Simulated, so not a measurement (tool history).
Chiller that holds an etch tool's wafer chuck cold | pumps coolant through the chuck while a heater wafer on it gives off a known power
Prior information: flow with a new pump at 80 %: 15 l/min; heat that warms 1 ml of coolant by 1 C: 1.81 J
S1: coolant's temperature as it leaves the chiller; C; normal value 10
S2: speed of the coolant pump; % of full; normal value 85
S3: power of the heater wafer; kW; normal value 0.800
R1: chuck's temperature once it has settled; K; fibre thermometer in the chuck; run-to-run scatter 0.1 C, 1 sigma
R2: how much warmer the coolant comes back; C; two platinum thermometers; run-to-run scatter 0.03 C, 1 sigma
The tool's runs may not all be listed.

run 1 hour=0.0 | S1=10 S2=85 S3=0.800 | R1=291.75 R2=1.70
run 2 hour=109.6 | S1=10 S2=85 S3=0.495 | R1=288.55 R2=1.04
run 3 hour=197.8 | S1=10 S2=85 S3=0.495 | R1=288.55 R2=0.96
-- hour=258.7 coolant changed, channels flushed
run 4 hour=357.8 | S1=10 S2=85 S3=0.495 | R1=288.45 R2=0.96
-- hour=477.3 coolant pump overhauled
run 5 hour=509.0 | S1=13 S2=85 S3=0.800 | R1=294.95 R2=1.57
run 6 hour=626.8 | S1=13 S2=85 S3=0.800 | R1=294.75 R2=1.52
run 7 hour=815.0 | S1=10 S2=85 S3=0.800 | R1=292.05 R2=1.51
-- hour=975.2 chiller's thermometer calibrated
run 8 hour=1007.2 | S1=10 S2=85 S3=0.624 | R1=290.05 R2=1.10
run 9 hour=1117.2 | S1=10 S2=60 S3=0.624 | R1=292.25 R2=1.57
run 10 hour=1302.1 | S1=10 S2=60 S3=0.624 | R1=292.15 R2=1.52
run 11 hour=1482.7 | S1=10 S2=85 S3=0.800 | R1=291.75 R2=1.28
run 12 hour=1584.5 | S1=10 S2=85 S3=0.800 | R1=291.75 R2=1.31
run 13 hour=1679.0 | S1=10 S2=87 S3=0.800 | R1=291.75 R2=1.29
run 14 hour=1835.0 | S1=10 S2=87 S3=0.800 | R1=291.65 R2=1.24
run 15 hour=1968.2 | S1=10 S2=85 S3=0.875 | R1=292.55 R2=1.41
run 16 hour=2109.5 | S1=10 S2=85 S3=0.690 | R1=290.65 R2=1.02
-- hour=2208.7 gauge calibrated
run 17 hour=2251.4 | S1=16 S2=98 S3=0.690 | R1=295.95 R2=1.25
run 18 hour=2413.9 | S1=10 S2=65 S3=0.489 | R1=289.85 R2=1.33
run 19 hour=2495.5 | S1=10 S2=65 S3=0.535 | R1=290.35 R2=1.31
run 20 hour=2631.1 | S1=9 S2=65 S3=0.956 | R1=295.35 R2=2.54
run 21 hour=2766.9 | S1=19 S2=85 S3=1.108 | R1=304.25 R2=2.20
run 22 hour=2920.4 | S1=19 S2=85 S3=1.108 | R1=304.25 R2=2.20
run 23 hour=3050.4 | S1=5 S2=64 S3=1.169 | R1=294.25 R2=3.09
run 24 hour=3219.7 | S1=16 S2=67 S3=0.800 | R1=299.75 R2=1.90
-- hour=3249.2 chiller's thermometer calibrated
run 25 hour=3299.3 | S1=16 S2=67 S3=0.800 | R1=299.95 R2=1.90
run 26 hour=3429.7 | S1=5 S2=61 S3=0.800 | R1=289.75 R2=2.04

What does the tool deliver on the next run?
run 27 hour=3526.7 | S1=12 S2=97 S3=1.055 | R1=? R2=?

Run 27 yielded R1 295.55 K, R2 1.65 C.
With no hidden state in the tool, this same run would have given R1 295.55 K, R2 1.92 C.
